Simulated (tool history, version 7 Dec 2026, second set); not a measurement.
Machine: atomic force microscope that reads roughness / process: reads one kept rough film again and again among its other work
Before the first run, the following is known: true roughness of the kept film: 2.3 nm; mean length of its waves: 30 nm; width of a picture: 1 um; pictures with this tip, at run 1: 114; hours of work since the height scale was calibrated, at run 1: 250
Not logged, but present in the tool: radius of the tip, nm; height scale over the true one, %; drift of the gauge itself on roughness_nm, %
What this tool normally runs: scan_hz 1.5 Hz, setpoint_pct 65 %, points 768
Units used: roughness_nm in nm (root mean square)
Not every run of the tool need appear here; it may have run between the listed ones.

run   hour  scan_hz  setpoint_pct  points  pictures with this tip  hours of work since the height scale was calibrated  roughness_nm
  1      0      1.5            65     768                     114                                                  250         1.908
  2      8     1.89            65     768                     123                                                  255         1.875
  3   12.7     1.89            65     768                     127                                                  258         1.889
  4   19.6      1.5            65     768                     135                                                  263         1.893
  5   24.5      1.5            65     768                     140                                                  266           1.9
  6   33.7      1.5            86     768                     150                                                  272         1.685
  7   40.7      1.5            86     768                     157                                                  276         1.677
  8   50.1      1.5            86     768                     167                                                  282         1.669
  9   59.1      1.5            86     768                     176                                                  288         1.681
 10   67.8      1.5            65     665                     185                                                  294         1.859
 11   76.5      1.5            65     768                     195                                                  300         1.855
 12   84.3      1.5            65     768                     203                                                  305         1.841
 13   90.4     0.88            65     768                     209                                                  309         1.883
 14  100.2     0.88            65     768                     220                                                  315         1.879
 15  108.9     0.88            65     768                     229                                                  321         1.871
 16  117.2     0.88            65     768                     238                                                  326          1.88
 17  127.2     0.88            65     768                     248                                                  333         1.856
     128.7  -- height scale calibrated on a step standard
 18  138.4     0.88            65     768                     259                                                    6         1.857
 19  145.6     0.88            65     768                     266                                                   11         1.858
 20  153.9     3.23            65     768                     275                                                   16         1.699
 21  160.1     3.23            65     768                     282                                                   20         1.673
 22  171.3     2.28            77     288                     293                                                   28         1.588
     174.3  -- height scale calibrated on a step standard, once more
 23  181.6     1.78            69     351                     303                                                    5         1.704
 24  190.3     0.62            69     708                     312                                                   10         1.823
 25  200.3     3.38            65     768                     323                                                   17         1.646
 26  209.2     0.82            63     420                     332                                                   23         1.796
 27    216     0.82            63     400                     339                                                   27         1.782
 28  221.3     1.52            63     571                     345                                                   31         1.753
 29  226.1     0.53            63     478                     350                                                   34         1.811
 30  230.8     0.53            63     478                     355                                                   37         1.813
 31  239.9     1.14            63     478                     365                                                   43          1.77
 32  246.2     1.14            63     478                     371                                                   47          1.77
 33  257.3     1.47            64     667                     383                                                   54         1.728
 34  262.5      1.5            82     630                     388                                                   57         1.573
     267.1  -- new tip fitted
 35  273.2     0.56            73     524                       6                                                   64         2.065
 36  281.1     0.56            61     357                      15                                                   69         2.062
 37  289.5     0.73            69     357                      23                                                   75         2.043
 38  297.6     0.71            65     768                      32                                                   80         2.047
 39  302.4     2.95            87     768                      37                                                   83         1.499
 40  313.6     0.54            63     768                      49                                                   90         2.063
 41    320     0.54            63     768                      55                                                   94         2.051

Measured minus without-hidden-state, run by run (identical run-to-run variation in each term; gauge scatter may differ):
run  roughness_nm
  1        -0.094
  2          -0.1
  3        -0.104
  4         -0.11
  5        -0.115
  6        -0.108
  7        -0.112
  8        -0.119
  9        -0.126
 10        -0.146
 11        -0.155
 12        -0.159
 13        -0.168
 14        -0.176
 15        -0.183
 16         -0.19
 17        -0.196
 18          -0.2
 19        -0.205
 20        -0.193
 21        -0.197
 22        -0.193
 23        -0.231
 24        -0.255
 25        -0.237
 26        -0.264
 27        -0.269
 28        -0.269
 29         -0.28
 30        -0.285
 31        -0.286
 32         -0.29
 33        -0.292
 34        -0.268
 35        -0.012
 36         -0.02
 37        -0.026
 38        -0.034
 39        -0.027
 40        -0.048
 41        -0.053
